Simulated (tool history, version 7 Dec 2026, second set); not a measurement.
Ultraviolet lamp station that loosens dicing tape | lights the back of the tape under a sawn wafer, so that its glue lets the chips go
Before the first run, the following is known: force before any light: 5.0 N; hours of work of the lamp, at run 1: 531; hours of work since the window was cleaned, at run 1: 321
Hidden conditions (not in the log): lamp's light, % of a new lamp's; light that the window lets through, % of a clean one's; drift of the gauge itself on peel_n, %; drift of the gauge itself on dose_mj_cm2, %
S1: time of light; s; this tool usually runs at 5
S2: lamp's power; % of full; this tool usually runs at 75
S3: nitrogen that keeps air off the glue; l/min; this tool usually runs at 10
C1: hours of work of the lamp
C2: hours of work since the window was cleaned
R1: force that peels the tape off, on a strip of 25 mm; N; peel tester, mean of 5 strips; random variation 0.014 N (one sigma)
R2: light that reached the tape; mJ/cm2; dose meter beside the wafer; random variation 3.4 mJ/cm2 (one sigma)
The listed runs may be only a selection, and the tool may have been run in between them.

run	day	S1	S2	S3	C1	C2	R1	R2
1	0.000	5	75	10	531	321	0.931	434
2	1.725	5	75	10	550	339	0.904	442
3	3.750	5	75	10	572	361	0.942	430
4	4.721	5	75	10	582	372	0.916	424
5	6.850	5	75	10	605	395	0.937	426
6	7.746	5	75	10	615	405	0.946	422
# day 8.767: window cleaned of glue's vapour
7	9.200	5	75	10	631	5	0.884	440
8	10.779	5	64	20	648	22	0.915	375
9	12.171	5	64	16	663	37	1.008	372
10	13.283	3	75	4	675	49	2.218	260
11	15.242	5	95	8	696	70	0.727	540
12	17.062	2	75	7	716	90	2.677	167
13	18.096	3	64	10	727	101	2.187	216

Forecast each of these 5 alternatives for the next run:
A	19.388	3	75	18	742	116	?	?
B	19.388	3	72	4	742	116	?	?
C	19.388	10	82	10	742	116	?	?
D	19.388	3	64	10	742	116	?	?
E	19.388	7	94	8	742	116	?	?

run	R1	R2
A	1.539	249
B	2.364	244
C	0.262	920
D	2.133	218
E	0.392	734
The same runs, with their run-to-run variation unchanged, on a tool lacking any hidden condition would have given:
run	R1	R2
A	1.129	321
B	1.928	313
C	0.196	1182
D	1.680	280
E	0.249	944
